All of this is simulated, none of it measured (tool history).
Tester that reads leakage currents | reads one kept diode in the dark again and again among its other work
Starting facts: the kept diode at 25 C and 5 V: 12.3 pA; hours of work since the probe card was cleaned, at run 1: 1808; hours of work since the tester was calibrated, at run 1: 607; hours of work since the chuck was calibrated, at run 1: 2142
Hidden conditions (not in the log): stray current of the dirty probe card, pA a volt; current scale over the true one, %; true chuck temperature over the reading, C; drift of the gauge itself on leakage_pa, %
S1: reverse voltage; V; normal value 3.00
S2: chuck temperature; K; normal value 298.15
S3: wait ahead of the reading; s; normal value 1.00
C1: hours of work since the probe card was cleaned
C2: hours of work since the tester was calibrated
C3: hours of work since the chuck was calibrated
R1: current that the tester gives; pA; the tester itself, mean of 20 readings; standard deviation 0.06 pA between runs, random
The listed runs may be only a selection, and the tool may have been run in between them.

run   hour     S1      S2    S3    C1    C2    C3     R1
  1    0.0   3.00  298.15  1.00  1808   607  2142  10.91
  2   24.9   3.00  298.15  1.00  1826   626  2161  11.15
  3   53.5   3.00  298.15  2.74  1848   648  2183  10.69
  4   92.8   3.00  298.15  2.74  1878   677  2212  10.82
     102.6  -- chuck's temperature calibrated
  5  112.0   3.00  298.15  2.74  1891   690     7  12.68
  6  130.2   3.00  298.15  2.74  1904   704    21  12.67
  7  147.7   3.00  298.15  2.74  1918   717    34  12.64
  8  177.8   3.00  298.15  1.00  1940   740    57  13.10
  9  214.3   3.00  298.15  1.00  1968   767    84  13.05
 10  247.4  17.08  298.15  1.00  1993   792   109  35.93
 11  275.9   3.00  298.15  0.42  2014   814   131  13.76
 12  304.4   3.00  298.15  0.42  2036   835   152  13.95
 13  329.7   3.00  298.15  1.00  2055   855   171  13.01
 14  359.7   3.00  298.15  1.00  2078   877   194  13.07
 15  397.8   3.00  298.15  1.00  2106   906   223  13.05
 16  414.1   3.51  319.15  1.00  2119   918   235  54.87
 17  446.9   2.99  296.15  7.12  2143   943   260  11.12
 18  474.3   2.99  296.15  7.12  2164   964   281  11.05
 19  496.3   2.99  296.15  7.12  2181   980   297  11.06
 20  512.4   2.99  296.15  7.12  2193   993   309  11.05
 21  541.7  11.39  298.15  1.07  2215  1015   331  28.32

What will run 22 give?
 22  565.1  11.39  298.15  1.07  2233  1032  349   ?

{"run 22": {"R1": 28.42}}
If the tool had no hidden condition, the same run with the same run-to-run variation would have returned R1 19.18 pA.

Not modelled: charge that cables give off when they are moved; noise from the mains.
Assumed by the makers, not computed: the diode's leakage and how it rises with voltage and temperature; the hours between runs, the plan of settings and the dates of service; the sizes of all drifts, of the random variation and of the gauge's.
